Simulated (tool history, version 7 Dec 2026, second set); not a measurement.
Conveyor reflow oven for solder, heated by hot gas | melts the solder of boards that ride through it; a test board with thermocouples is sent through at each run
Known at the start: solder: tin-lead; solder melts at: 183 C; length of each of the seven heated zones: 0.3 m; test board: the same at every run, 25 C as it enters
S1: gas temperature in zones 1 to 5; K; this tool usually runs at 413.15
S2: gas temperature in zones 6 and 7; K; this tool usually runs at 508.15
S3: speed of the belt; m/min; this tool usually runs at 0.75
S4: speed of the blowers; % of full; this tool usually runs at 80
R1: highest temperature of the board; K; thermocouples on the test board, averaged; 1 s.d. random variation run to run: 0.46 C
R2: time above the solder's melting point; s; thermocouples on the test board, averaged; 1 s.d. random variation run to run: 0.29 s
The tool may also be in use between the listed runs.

run 1 hour=0 | S1=413.15 S2=508.15 S3=0.75 S4=80 | R1=493.15 R2=37.1
run 2 hour=18.9 | S1=413.15 S2=508.15 S3=0.75 S4=80 | R1=492.55 R2=37.3
run 3 hour=33.6 | S1=413.15 S2=508.15 S3=0.75 S4=80 | R1=492.45 R2=37.8
run 4 hour=49.4 | S1=413.15 S2=522.15 S3=0.75 S4=80 | R1=505.65 R2=41.5
run 5 hour=68.7 | S1=401.15 S2=522.15 S3=0.75 S4=80 | R1=503.35 R2=39.5
run 6 hour=79.8 | S1=413.15 S2=508.15 S3=0.75 S4=80 | R1=492.55 R2=37.4
run 7 hour=95.8 | S1=413.15 S2=508.15 S3=0.75 S4=80 | R1=492.45 R2=37.4
run 8 hour=106.1 | S1=413.15 S2=508.15 S3=0.75 S4=80 | R1=492.65 R2=37.3
run 9 hour=119.1 | S1=413.15 S2=508.15 S3=0.75 S4=80 | R1=493.95 R2=37.6
run 10 hour=131.6 | S1=404.15 S2=508.15 S3=0.75 S4=80 | R1=490.95 R2=35.2
run 11 hour=145.5 | S1=404.15 S2=508.15 S3=0.75 S4=80 | R1=490.85 R2=34.7
-- hour=157.6 flux residue cleaned out of gas plates and filters
run 12 hour=165.4 | S1=404.15 S2=508.15 S3=0.75 S4=80 | R1=490.85 R2=35.5
run 13 hour=180 | S1=404.15 S2=508.15 S3=0.75 S4=80 | R1=490.75 R2=35
run 14 hour=197.4 | S1=404.15 S2=508.15 S3=0.75 S4=80 | R1=491.05 R2=34.7
run 15 hour=216.7 | S1=404.15 S2=508.15 S3=0.75 S4=80 | R1=491.05 R2=34.8
run 16 hour=236 | S1=416.15 S2=510.15 S3=0.811 S4=55 | R1=483.15 R2=29.3
run 17 hour=252.3 | S1=416.15 S2=510.15 S3=0.811 S4=55 | R1=483.35 R2=29.2
run 18 hour=264 | S1=416.15 S2=510.15 S3=0.811 S4=55 | R1=482.85 R2=28.9
run 19 hour=283.7 | S1=416.15 S2=510.15 S3=0.811 S4=55 | R1=483.25 R2=29.2
run 20 hour=292.4 | S1=416.15 S2=510.15 S3=0.811 S4=55 | R1=483.75 R2=28.9
run 21 hour=305 | S1=416.15 S2=510.15 S3=0.738 S4=55 | R1=487.35 R2=34.7
run 22 hour=317.5 | S1=427.15 S2=498.15 S3=0.677 S4=56 | R1=482.15 R2=39.1
run 23 hour=330.3 | S1=413.15 S2=508.15 S3=0.751 S4=80 | R1=492.55 R2=37
run 24 hour=344.9 | S1=422.15 S2=510.15 S3=0.714 S4=76 | R1=496.25 R2=44
run 25 hour=363.4 | S1=413.15 S2=496.15 S3=0.66 S4=80 | R1=484.95 R2=39.8
run 26 hour=377.1 | S1=418.15 S2=509.15 S3=0.699 S4=82 | R1=496.35 R2=43.3
run 27 hour=396.9 | S1=418.15 S2=519.15 S3=0.858 S4=89 | R1=501.25 R2=36.9
run 28 hour=405.3 | S1=418.15 S2=519.15 S3=0.858 S4=89 | R1=501.05 R2=36.7
-- hour=414.2 flux residue cleaned out of gas plates and filters
run 29 hour=428.7 | S1=412.15 S2=519.15 S3=0.659 S4=51 | R1=494.65 R2=43.3
run 30 hour=438.2 | S1=413.15 S2=508.15 S3=0.795 S4=80 | R1=490.95 R2=34.4

3 ways to go on from here, each from the tool as it stands after run 30. What would each give?
run A hour=453.7 | S1=398.15 S2=508.15 S3=0.795 S4=63 | R1=? R2=?
run B hour=453.7 | S1=417.15 S2=508.15 S3=0.757 S4=80 | R1=? R2=?
run C hour=453.7 | S1=401.15 S2=497.15 S3=0.75 S4=83 | R1=? R2=?

run=A R1=481.55 R2=25.7
run=B R1=493.25 R2=38.1
run=C R1=482.45 R2=29.3
The same runs, with their run-to-run variation unchanged, on a tool lacking any hidden condition would have given:
run=A R1=481.55 R2=25.7
run=B R1=493.35 R2=38.1
run=C R1=482.55 R2=29.3
